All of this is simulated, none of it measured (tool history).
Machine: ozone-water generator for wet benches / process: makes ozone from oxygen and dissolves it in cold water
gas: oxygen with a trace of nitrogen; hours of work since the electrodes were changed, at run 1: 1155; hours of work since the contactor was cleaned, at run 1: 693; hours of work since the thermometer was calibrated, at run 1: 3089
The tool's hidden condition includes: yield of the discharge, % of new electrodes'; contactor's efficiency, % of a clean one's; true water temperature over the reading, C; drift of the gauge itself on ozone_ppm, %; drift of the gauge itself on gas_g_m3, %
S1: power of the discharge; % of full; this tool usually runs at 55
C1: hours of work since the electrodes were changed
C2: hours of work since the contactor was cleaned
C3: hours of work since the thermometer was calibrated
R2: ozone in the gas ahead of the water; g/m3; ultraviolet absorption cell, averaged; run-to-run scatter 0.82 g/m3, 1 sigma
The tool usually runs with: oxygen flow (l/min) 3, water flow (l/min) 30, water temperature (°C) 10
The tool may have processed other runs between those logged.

Run 1, hour 0: usual settings; C1 1155; C2 693; C3 3089. Result: dissolved ozone (ppm) 5.9, R2 125.4 g/m3.
Run 2, hour 80: usual settings; C1 1229; C2 767; C3 3163. Result: dissolved ozone (ppm) 5.89, R2 126.3 g/m3.
Run 3, hour 138.6: usual settings; C1 1283; C2 821; C3 3217. Result: dissolved ozone (ppm) 5.76, R2 126.2 g/m3.
Run 4, hour 246.4: usual settings but water temperature (°C) 6; C1 1383; C2 921; C3 3316. Result: dissolved ozone (ppm) 5.89, R2 124.5 g/m3.
Run 5, hour 339.4: usual settings; C1 1469; C2 1007; C3 3402. Result: dissolved ozone (ppm) 5.84, R2 125.7 g/m3.
Run 6, hour 426: usual settings but water flow (l/min) 23; C1 1549; C2 1087; C3 3483. Result: dissolved ozone (ppm) 7.57, R2 125.1 g/m3.
Run 7, hour 531.5: usual settings but water flow (l/min) 23; C1 1647; C2 1185; C3 3580. Result: dissolved ozone (ppm) 7.76, R2 126.2 g/m3.
Run 8, hour 632.3: usual settings but water flow (l/min) 27; C1 1740; C2 1278; C3 3673. Result: dissolved ozone (ppm) 6.41, R2 125 g/m3.
Run 9, hour 719.5: usual settings but S1 49 % of full; C1 1820; C2 1358; C3 3754. Result: dissolved ozone (ppm) 5.41, R2 117.1 g/m3.
Run 10, hour 786.8: usual settings; C1 1883; C2 1421; C3 3816. Result: dissolved ozone (ppm) 5.72, R2 125.4 g/m3.
Run 11, hour 833.7: usual settings but water flow (l/min) 21; C1 1926; C2 1464; C3 3859. Result: dissolved ozone (ppm) 8.26, R2 124.9 g/m3.
Run 12, hour 890.8: usual settings but oxygen flow (l/min) 1.97, water flow (l/min) 21; C1 1979; C2 1517; C3 3912. Result: dissolved ozone (ppm) 7.03, R2 145.9 g/m3.
Run 13, hour 981.9: usual settings but S1 50 % of full, oxygen flow (l/min) 3.65, water flow (l/min) 26; C1 2063; C2 1601; C3 3996. Result: dissolved ozone (ppm) 6.9, R2 109.5 g/m3.
Run 14, hour 1076.5: usual settings but S1 91 % of full, oxygen flow (l/min) 3.94; C1 2151; C2 1689; C3 4084. Result: dissolved ozone (ppm) 8.16, R2 142.3 g/m3.
Run 15, hour 1138.9: usual settings but S1 53 % of full, oxygen flow (l/min) 3.94, water temperature (°C) 6; C1 2208; C2 1746; C3 4142. Result: dissolved ozone (ppm) 6.42, R2 110.6 g/m3.
Run 16, hour 1189.6: usual settings but S1 53 % of full, oxygen flow (l/min) 3.94, water temperature (°C) 6; C1 2255; C2 1793; C3 4189. Result: dissolved ozone (ppm) 6.4, R2 109.6 g/m3.
Run 17, hour 1236: usual settings but S1 53 % of full, oxygen flow (l/min) 3.94, water temperature (°C) 6; C1 2298; C2 1836; C3 4231. Result: dissolved ozone (ppm) 6.48, R2 109.9 g/m3.
Run 18, hour 1336.5: usual settings but S1 53 % of full, oxygen flow (l/min) 3.94, water temperature (°C) 6; C1 2391; C2 1929; C3 4324. Result: dissolved ozone (ppm) 6.35, R2 111.9 g/m3.
Run 19, hour 1413.8: usual settings but S1 50 % of full, oxygen flow (l/min) 3.94, water temperature (°C) 6; C1 2462; C2 2000; C3 4396. Result: dissolved ozone (ppm) 6.14, R2 106.3 g/m3.
Run 20, hour 1467.9: usual settings but S1 77 % of full, water flow (l/min) 27, water temperature (°C) 6; C1 2512; C2 2050; C3 4446. Result: dissolved ozone (ppm) 7.78, R2 148.1 g/m3.
Run 21, hour 1566: usual settings but S1 77 % of full, oxygen flow (l/min) 2.18, water flow (l/min) 27, water temperature (°C) 6; C1 2603; C2 2141; C3 4537. Result: dissolved ozone (ppm) 6.7, R2 162.4 g/m3.
Run 22, hour 1641.3: usual settings but S1 47 % of full, oxygen flow (l/min) 5.34, water flow (l/min) 46, water temperature (°C) 6; C1 2673; C2 2211; C3 4606. Result: dissolved ozone (ppm) 4.28, R2 92.6 g/m3.
Run 23, hour 1697.8: usual settings but S1 93 % of full, oxygen flow (l/min) 4.66, water flow (l/min) 45, water temperature (°C) 16; C1 2725; C2 2263; C3 4658. Result: dissolved ozone (ppm) 5.46, R2 137 g/m3.

Below are 4 alternative next runs, each starting from the tool's condition after run 23. Predict each:
Run A, hour 1782.8: usual settings but S1 49 % of full, oxygen flow (l/min) 2.64, water flow (l/min) 45, water temperature (°C) 16; C1 2804; C2 2342; C3 4737. Result: dissolved ozone (ppm) ?, R2 ?.
Run B, hour 1782.8: usual settings but water flow (l/min) 32; C1 2804; C2 2342; C3 4737. Result: dissolved ozone (ppm) ?, R2 ?.
Run C, hour 1782.8: usual settings but S1 80 % of full, oxygen flow (l/min) 4.66, water flow (l/min) 45, water temperature (°C) 12; C1 2804; C2 2342; C3 4737. Result: dissolved ozone (ppm) ?, R2 ?.
Run D, hour 1782.8: usual settings but S1 48 % of full, oxygen flow (l/min) 3.48, water temperature (°C) 8; C1 2804; C2 2342; C3 4737. Result: dissolved ozone (ppm) ?, R2 ?.

run  dissolved ozone (ppm)     R2
  A                   3.13  122.6
  B                   5.26  123.4
  C                    5.2  126.4
  D                   5.62  109.5
Had the tool no hidden state, the same runs would have come out as:
run  dissolved ozone (ppm)     R2
  A                   3.43  128.6
  B                   5.77  129.9
  C                    5.8  134.6
  D                   6.15  114.8
